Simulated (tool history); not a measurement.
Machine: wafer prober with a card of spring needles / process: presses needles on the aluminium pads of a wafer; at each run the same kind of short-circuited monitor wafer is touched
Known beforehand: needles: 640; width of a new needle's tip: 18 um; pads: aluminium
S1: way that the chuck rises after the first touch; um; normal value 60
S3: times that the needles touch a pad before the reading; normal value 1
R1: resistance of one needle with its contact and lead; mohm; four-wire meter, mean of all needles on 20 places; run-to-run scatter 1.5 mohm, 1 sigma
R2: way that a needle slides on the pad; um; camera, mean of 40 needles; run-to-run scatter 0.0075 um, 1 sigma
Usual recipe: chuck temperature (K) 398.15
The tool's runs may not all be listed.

run 1 hour=0.0 | S1=60 chuck_temperature_(K)=398.15 S3=1 | R1=155 R2=9.948
-- hour=26.4 tips cleaned on abrasive film
run 2 hour=41.4 | S1=60 chuck_temperature_(K)=398.15 S3=1 | R1=232 R2=9.936
-- hour=53.8 tips cleaned on abrasive film
-- hour=81.4 tips cleaned on abrasive film
-- hour=81.7 height of the first contact set anew
run 3 hour=87.9 | S1=60 chuck_temperature_(K)=398.15 S3=1 | R1=193 R2=10.099
-- hour=106.1 tips cleaned on abrasive film
run 4 hour=114.3 | S1=60 chuck_temperature_(K)=398.15 S3=1 | R1=212 R2=10.072
-- hour=131.4 tips cleaned on abrasive film
-- hour=156.4 tips cleaned on abrasive film
run 5 hour=158.4 | S1=60 chuck_temperature_(K)=398.15 S3=1 | R1=173 R2=10.066
-- hour=180.5 tips cleaned on abrasive film
run 6 hour=185.9 | S1=60 chuck_temperature_(K)=398.15 S3=1 | R1=183 R2=10.058
-- hour=208.6 tips cleaned on abrasive film
-- hour=233.3 tips cleaned on abrasive film
run 7 hour=233.3 | S1=60 chuck_temperature_(K)=398.15 S3=2 | R1=151 R2=10.029
-- hour=262.1 tips cleaned on abrasive film
run 8 hour=268.8 | S1=60 chuck_temperature_(K)=398.15 S3=2 | R1=184 R2=9.998
-- hour=288.6 tips cleaned on abrasive film
run 9 hour=310.3 | S1=60 chuck_temperature_(K)=398.15 S3=1 | R1=242 R2=10.007
-- hour=313.7 tips cleaned on abrasive film
-- hour=338.3 tips cleaned on abrasive film
run 10 hour=338.3 | S1=60 chuck_temperature_(K)=398.15 S3=1 | R1=149 R2=9.983
-- hour=366.8 tips cleaned on abrasive film
run 11 hour=383.8 | S1=60 chuck_temperature_(K)=398.15 S3=2 | R1=204 R2=9.949
-- hour=392.2 tips cleaned on abrasive film
-- hour=419.3 tips cleaned on abrasive film
run 12 hour=434.0 | S1=60 chuck_temperature_(K)=313.15 S3=1 | R1=234 R2=9.934
-- hour=446.0 tips cleaned on abrasive film
-- hour=470.9 tips cleaned on abrasive film
run 13 hour=472.3 | S1=60 chuck_temperature_(K)=398.15 S3=3 | R1=153 R2=9.921
-- hour=477.6 height of the first contact set anew
-- hour=498.9 tips cleaned on abrasive film
run 14 hour=503.5 | S1=71 chuck_temperature_(K)=398.15 S3=1 | R1=180 R2=11.920
-- hour=527.3 tips cleaned on abrasive film
-- hour=554.3 tips cleaned on abrasive film
run 15 hour=557.1 | S1=60 chuck_temperature_(K)=398.15 S3=2 | R1=168 R2=10.061
-- hour=581.2 tips cleaned on abrasive film
-- hour=605.5 tips cleaned on abrasive film
run 16 hour=617.9 | S1=60 chuck_temperature_(K)=398.15 S3=2 | R1=192 R2=10.028
-- hour=631.4 tips cleaned on abrasive film
-- hour=658.5 tips cleaned on abrasive film
run 17 hour=671.0 | S1=60 chuck_temperature_(K)=398.15 S3=2 | R1=196 R2=10.002
-- hour=684.9 tips cleaned on abrasive film
-- hour=712.1 tips cleaned on abrasive film
run 18 hour=713.6 | S1=59 chuck_temperature_(K)=398.15 S3=2 | R1=164 R2=9.819
-- hour=740.2 tips cleaned on abrasive film
run 19 hour=761.6 | S1=61 chuck_temperature_(K)=398.15 S3=1 | R1=249 R2=10.128
-- hour=765.7 tips cleaned on abrasive film
-- hour=792.6 tips cleaned on abrasive film
run 20 hour=806.5 | S1=55 chuck_temperature_(K)=317.15 S3=1 | R1=261 R2=9.103
-- hour=818.1 tips cleaned on abrasive film
-- hour=845.6 tips cleaned on abrasive film
run 21 hour=845.6 | S1=45 chuck_temperature_(K)=398.15 S3=1 | R1=170 R2=7.405
-- hour=872.2 tips cleaned on abrasive film
-- hour=872.5 height of the first contact set anew
run 22 hour=881.8 | S1=62 chuck_temperature_(K)=318.15 S3=2 | R1=177 R2=10.431
-- hour=897.8 tips cleaned on abrasive film
-- hour=924.7 tips cleaned on abrasive film
run 23 hour=931.3 | S1=79 chuck_temperature_(K)=325.15 S3=2 | R1=157 R2=13.254
-- hour=949.5 tips cleaned on abrasive film
-- hour=974.7 tips cleaned on abrasive film
run 24 hour=977.3 | S1=79 chuck_temperature_(K)=325.15 S3=2 | R1=142 R2=13.251
-- hour=999.9 tips cleaned on abrasive film
-- hour=1029.2 tips cleaned on abrasive film
run 25 hour=1038.9 | S1=77 chuck_temperature_(K)=311.15 S3=1 | R1=187 R2=12.867
-- hour=1057.0 tips cleaned on abrasive film
-- hour=1081.7 tips cleaned on abrasive film
run 26 hour=1093.2 | S1=77 chuck_temperature_(K)=311.15 S3=1 | R1=191 R2=12.842
-- hour=1107.5 tips cleaned on abrasive film
-- hour=1133.4 tips cleaned on abrasive film
run 27 hour=1136.9 | S1=77 chuck_temperature_(K)=311.15 S3=1 | R1=156 R2=12.844
-- hour=1161.0 tips cleaned on abrasive film
run 28 hour=1161.8 | S1=77 chuck_temperature_(K)=311.15 S3=1 | R1=140 R2=12.829
-- hour=1185.5 tips cleaned on abrasive film
run 29 hour=1194.1 | S1=77 chuck_temperature_(K)=311.15 S3=1 | R1=179 R2=12.812
-- hour=1213.5 tips cleaned on abrasive film
run 30 hour=1229.3 | S1=60 chuck_temperature_(K)=398.15 S3=2 | R1=205 R2=9.927
-- hour=1241.7 tips cleaned on abrasive film
run 31 hour=1261.1 | S1=60 chuck_temperature_(K)=398.15 S3=2 | R1=209 R2=9.940
-- hour=1270.3 tips cleaned on abrasive film
-- hour=1270.6 height of the first contact set anew
-- hour=1296.9 tips cleaned on abrasive film
run 32 hour=1301.2 | S1=60 chuck_temperature_(K)=398.15 S3=1 | R1=192 R2=10.079

What if the next run were any one of these 3? Each begins from the tool's condition after run 32:
-- hour=1324.2 tips cleaned on abrasive film
run A hour=1344.1 | S1=47 chuck_temperature_(K)=311.15 S3=2 | R1=? R2=?
-- hour=1324.2 tips cleaned on abrasive film
run B hour=1344.1 | S1=68 chuck_temperature_(K)=302.15 S3=3 | R1=? R2=?
-- hour=1324.2 tips cleaned on abrasive film
run C hour=1344.1 | S1=42 chuck_temperature_(K)=314.15 S3=2 | R1=? R2=?

run=A R1=243 R2=7.865
run=B R1=160 R2=11.415
run=C R1=270 R2=7.037
The same runs, with their run-to-run variation unchanged, on a tool lacking any hidden condition would have given:
run=A R1=135 R2=7.889
run=B R1=126 R2=11.439
run=C R1=138 R2=7.061

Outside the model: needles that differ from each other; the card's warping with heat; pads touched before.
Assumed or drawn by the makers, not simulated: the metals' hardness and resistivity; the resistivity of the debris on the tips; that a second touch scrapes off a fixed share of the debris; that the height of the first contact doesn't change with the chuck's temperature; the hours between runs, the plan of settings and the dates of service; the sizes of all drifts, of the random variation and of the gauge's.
